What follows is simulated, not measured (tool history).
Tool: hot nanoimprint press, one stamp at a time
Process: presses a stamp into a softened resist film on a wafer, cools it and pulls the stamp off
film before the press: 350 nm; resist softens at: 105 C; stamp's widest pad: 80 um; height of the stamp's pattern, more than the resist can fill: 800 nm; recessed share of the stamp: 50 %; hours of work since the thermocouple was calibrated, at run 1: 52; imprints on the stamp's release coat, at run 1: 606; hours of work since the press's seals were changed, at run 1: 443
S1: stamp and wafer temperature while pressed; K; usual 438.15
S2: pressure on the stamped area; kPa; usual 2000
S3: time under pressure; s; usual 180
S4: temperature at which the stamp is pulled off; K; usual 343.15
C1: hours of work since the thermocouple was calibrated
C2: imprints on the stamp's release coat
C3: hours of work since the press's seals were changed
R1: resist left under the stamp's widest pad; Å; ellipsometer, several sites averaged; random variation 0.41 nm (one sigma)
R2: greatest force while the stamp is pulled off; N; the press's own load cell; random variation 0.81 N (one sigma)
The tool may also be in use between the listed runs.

run   hour      S1    S2   S3      S4   C1    C2   C3    R1     R2
  1    0.0  438.15  2000  180  343.15   52   606  443  1905  173.3
  2   18.3  438.15  2000  180  343.15   65   653  455  1905  175.7
  3   32.5  444.15  2000  180  343.15   75   689  465  1385  175.5
  4   53.3  444.15  2000  180  343.15   89   743  480  1392  176.7
  5   72.5  444.15  2000  180  343.15  102   793  493  1389  178.0
  6   95.9  438.15  1390  180  343.15  119   853  509  2173  177.3
  7  120.9  438.15  1390  180  343.15  136   917  526  2172  179.7
  8  143.7  438.15  1390  180  343.15  152   976  542  2160  179.4
  9  169.6  438.15  1390  180  343.15  170  1043  560  2162  181.8
 10  193.0  438.15  1390  180  343.15  186  1103  576  2163  182.9
 11  219.8  438.15  1390  180  343.15  204  1172  595  2160  184.2
     230.0  -- stamp cleaned and given a new release coat
 12  238.5  438.15  1390  180  343.15  213    22  603  2163  163.1
 13  258.8  438.15  2000  180  343.15  227    74  617  1885  163.7
 14  282.0  438.15  1300  180  343.15  243   134  633  2196  164.6
 15  300.7  438.15  2000  180  334.15  256   182  646  1879  206.1
 16  314.5  429.15  2680  176  331.15  266   218  656  2590  219.9
 17  337.0  438.15  1690  117  343.15  281   276  671  2270  166.7
 18  364.8  438.15  1690  117  343.15  300   348  691  2262  167.9
 19  386.7  427.15  2000  213  343.15  315   404  706  2843  169.0
     397.2  -- press's hydraulic seals changed and the load cell set to zero
 20  420.9  427.15  2420  211  343.15  333   472   16  2718  168.7
 21  433.5  438.15  2030  217  343.15  342   504   25  1721  170.2
 22  451.4  438.15  2000  180  336.15  355   550   37  1848  204.5
 23  472.8  427.15  2000  180  350.15  369   605   52  2910  137.9
 24  489.7  438.15  2000  197  342.15  381   649   64  1791  177.6
 25  518.4  438.15  2000  197  342.15  401   723   84  1785  179.3
 26  538.8  438.15  2690  350  343.15  415   776   98  1253  174.6
 27  558.5  438.15  2690  350  343.15  429   826  111  1250  174.2
 28  571.6  438.15  2690  350  343.15  438   860  121  1249  176.6
 29  585.4  438.15  2690  350  343.15  447   896  130  1240  176.5

3 ways to go on from here, each from the tool as it stands after run 29. What would each give?
  A  607.3  438.15  2660  200  344.15  462  952  145   ?   ?
  B  607.3  438.15  2040  203  330.15  462  952  145   ?   ?
  C  607.3  429.15  2690  245  330.15  462  952  145   ?   ?

run    R1     R2
  A  1559  171.4
  B  1744  242.0
  C  2339  240.9
Without the tool's hidden state the same runs would have given:
run    R1     R2
  A  1624  159.2
  B  1814  223.2
  C  2421  222.2

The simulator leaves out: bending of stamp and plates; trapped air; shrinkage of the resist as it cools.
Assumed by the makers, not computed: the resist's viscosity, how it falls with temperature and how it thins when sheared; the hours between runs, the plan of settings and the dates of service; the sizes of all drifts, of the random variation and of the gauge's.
